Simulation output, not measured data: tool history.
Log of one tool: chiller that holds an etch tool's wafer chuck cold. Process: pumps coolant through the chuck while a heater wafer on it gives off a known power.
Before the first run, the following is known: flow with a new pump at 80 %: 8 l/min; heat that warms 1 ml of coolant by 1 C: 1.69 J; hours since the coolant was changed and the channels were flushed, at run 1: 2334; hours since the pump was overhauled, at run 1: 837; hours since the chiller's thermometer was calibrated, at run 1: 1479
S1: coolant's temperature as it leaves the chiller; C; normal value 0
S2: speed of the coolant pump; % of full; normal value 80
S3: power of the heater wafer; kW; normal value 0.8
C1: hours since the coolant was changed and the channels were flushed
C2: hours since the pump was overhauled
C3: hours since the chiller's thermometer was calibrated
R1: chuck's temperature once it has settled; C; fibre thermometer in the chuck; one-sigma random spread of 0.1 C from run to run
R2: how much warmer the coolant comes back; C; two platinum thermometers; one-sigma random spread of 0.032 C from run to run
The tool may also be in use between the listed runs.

run 1 day=0 | S1=0 S2=80 S3=0.8 | C1=2334 C2=837 C3=1479 | R1=6.4 R2=3.54
run 2 day=1.596 | S1=0 S2=80 S3=0.8 | C1=2373 C2=875 C3=1517 | R1=6.2 R2=3.57
run 3 day=3.492 | S1=0 S2=80 S3=0.8 | C1=2418 C2=921 C3=1562 | R1=6.6 R2=3.57
run 4 day=6.45 | S1=4 S2=80 S3=0.8 | C1=2489 C2=992 C3=1633 | R1=10.5 R2=3.66
run 5 day=8.571 | S1=0 S2=80 S3=0.8 | C1=2540 C2=1043 C3=1684 | R1=6.2 R2=3.66
run 6 day=11.329 | S1=0 S2=67 S3=0.8 | C1=2606 C2=1109 C3=1750 | R1=7.2 R2=4.31
run 7 day=13.304 | S1=0 S2=80 S3=0.8 | C1=2654 C2=1156 C3=1798 | R1=6.5 R2=3.62
run 8 day=15.025 | S1=-7 S2=80 S3=0.8 | C1=2695 C2=1197 C3=1839 | R1=-0.4 R2=3.67
run 9 day=17.533 | S1=-7 S2=80 S3=0.8 | C1=2755 C2=1258 C3=1899 | R1=-0.7 R2=3.71
run 10 day=20.812 | S1=-7 S2=80 S3=0.8 | C1=2834 C2=1336 C3=1978 | R1=-0.5 R2=3.72
run 11 day=23.196 | S1=-7 S2=80 S3=0.8 | C1=2891 C2=1394 C3=2035 | R1=-0.6 R2=3.69
run 12 day=26.496 | S1=0 S2=76 S3=0.8 | C1=2970 C2=1473 C3=2114 | R1=6.8 R2=3.98
run 13 day=29.062 | S1=0 S2=80 S3=0.8 | C1=3032 C2=1534 C3=2176 | R1=6.4 R2=3.79
run 14 day=30.625 | S1=0 S2=80 S3=0.8 | C1=3069 C2=1572 C3=2214 | R1=6.3 R2=3.77
run 15 day=33.492 | S1=0 S2=80 S3=0.8 | C1=3138 C2=1641 C3=2282 | R1=6.2 R2=3.82
-- day=35.892 gauge calibrated
run 16 day=36.667 | S1=0 S2=80 S3=0.556 | C1=3214 C2=1717 C3=2359 | R1=4.3 R2=2.43
run 17 day=39.046 | S1=1 S2=80 S3=0.836 | C1=3271 C2=1774 C3=2416 | R1=7.7 R2=3.73
run 18 day=40.896 | S1=1 S2=72 S3=1.008 | C1=3316 C2=1818 C3=2460 | R1=9.8 R2=4.93
run 19 day=42.867 | S1=0 S2=85 S3=0.699 | C1=3363 C2=1866 C3=2507 | R1=5.3 R2=2.99
run 20 day=44.85 | S1=0 S2=85 S3=0.699 | C1=3411 C2=1913 C3=2555 | R1=5.4 R2=3.01
-- day=46.204 coolant changed, channels flushed
run 21 day=48.254 | S1=2 S2=98 S3=0.648 | C1=49 C2=1989 C3=2631 | R1=6.5 R2=2.42
run 22 day=50.412 | S1=1 S2=86 S3=0.748 | C1=101 C2=2041 C3=2682 | R1=6.7 R2=3.2
run 23 day=53.638 | S1=0 S2=80 S3=0.464 | C1=178 C2=2118 C3=2760 | R1=3.6 R2=2.19
run 24 day=56.092 | S1=0 S2=80 S3=0.464 | C1=237 C2=2177 C3=2819 | R1=3.8 R2=2.3
run 25 day=58.946 | S1=0 S2=80 S3=0.464 | C1=306 C2=2246 C3=2887 | R1=3.7 R2=2.26
run 26 day=60.404 | S1=0 S2=80 S3=0.464 | C1=341 C2=2280 C3=2922 | R1=3.7 R2=2.22
run 27 day=62.379 | S1=0 S2=76 S3=0.464 | C1=388 C2=2328 C3=2970 | R1=3.9 R2=2.38
run 28 day=64.433 | S1=5 S2=80 S3=0.484 | C1=437 C2=2377 C3=3019 | R1=8.9 R2=2.37
run 29 day=67.475 | S1=5 S2=80 S3=0.484 | C1=510 C2=2450 C3=3092 | R1=8.8 R2=2.4
-- day=70.338 gauge calibrated
run 30 day=70.521 | S1=0 S2=80 S3=0.928 | C1=584 C2=2523 C3=3165 | R1=7.5 R2=4.17
run 31 day=73.021 | S1=5 S2=82 S3=0.469 | C1=644 C2=2583 C3=3225 | R1=8.5 R2=2

A few steps of R2 between consecutive runs. Split each: what settings, incoming material and random variation would produce without the hidden state, and what is left over for the hidden state, along with gauge scatter present in only one of the two compared results (measured, and without hidden state):
The tool's hidden condition here consists of: heat passed by the chuck's channels, % of clean ones'; flow at a given pump speed, % of a new pump's; coolant's true temperature over the reading, C; drift of the gauge itself on chuck_c, C; drift of the gauge itself on warmer_back_c, C.
Run 3 -> 4: S1 0 -> 4. R2 +0.09 C: hidden state +0.03, all else +0.06.
Run 15 -> 16: S3 0.8 -> 0.556, gauge calibrated. R2 -1.39 C: hidden state -0.27, all else -1.12.
Run 18 -> 19: S1 1 -> 0, S2 72 -> 85, S3 1.008 -> 0.699. R2 -1.94 C: hidden state +0.01, all else -1.95.
Run 29 -> 30: S1 5 -> 0, S3 0.484 -> 0.928, gauge calibrated. R2 +1.77 C: hidden state -0.24, all else +2.01.
Run 30 -> 31: S1 0 -> 5, S2 80 -> 82, S3 0.928 -> 0.469. R2 -2.17 C: hidden state +0.01, all else -2.18.
